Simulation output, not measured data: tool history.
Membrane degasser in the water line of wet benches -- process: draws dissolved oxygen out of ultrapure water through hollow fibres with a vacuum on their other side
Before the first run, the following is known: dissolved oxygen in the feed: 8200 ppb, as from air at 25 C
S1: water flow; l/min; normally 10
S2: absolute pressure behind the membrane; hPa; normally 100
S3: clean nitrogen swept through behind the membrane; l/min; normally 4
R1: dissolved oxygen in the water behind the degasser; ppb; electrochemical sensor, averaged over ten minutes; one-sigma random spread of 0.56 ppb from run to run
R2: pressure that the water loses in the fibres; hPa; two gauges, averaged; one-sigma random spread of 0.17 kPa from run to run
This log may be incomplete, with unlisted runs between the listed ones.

run	hour	S1	S2	S3	R1	R2
1	0	10	100	4	47.5	268.2
2	172.7	7	100	4	31.3	186.2
3	396.2	7	97	4	29.5	188.3
# hour 482.9: seals of the vacuum lines changed
4	591.1	10	100	4	47.6	272.1
5	800.2	10	100	2.82	64.3	269.5
6	1005.3	10	100	2.82	65.7	268.6
7	1266.6	10	100	2.98	62.5	269.5
8	1485.7	10	100	4	47.2	270.3
9	1736.5	10	100	4	46.6	267.7
10	1951.9	10	100	7.26	29.1	267.8
11	2077	10	100	9.73	22.8	269.5
12	2302.3	10	100	9.73	22.8	270.4
# hour 2441.5: vacuum gauge calibrated
13	2577.5	10	100	9.73	23	269.1
14	2696.4	9	106	3.33	53	244.1
15	2930.1	7	100	4	30.5	185.6
16	3057	10	66	1.64	55.8	268.1
17	3183.1	11	176	7.17	62.4	299
18	3414	11	176	7.17	63.6	295.2
19	3550.7	9	154	4.38	64.8	242.8
20	3806.8	9	154	4.38	65.2	240.3
21	4028.4	9	154	4.38	65.7	244
22	4142.2	9	154	4.38	65.4	240.8
23	4327.5	7	104	2.99	43.2	185.3
24	4538.5	7	104	2.99	42.5	189.7

For run 25, what comes out?
25	4793.8	15	64	3.34	?	?

R1: 61.3 ppb
R2: 406.3 hPa
With no hidden state in the tool, this same run would have given R1 61.2 ppb, R2 406.1 hPa.
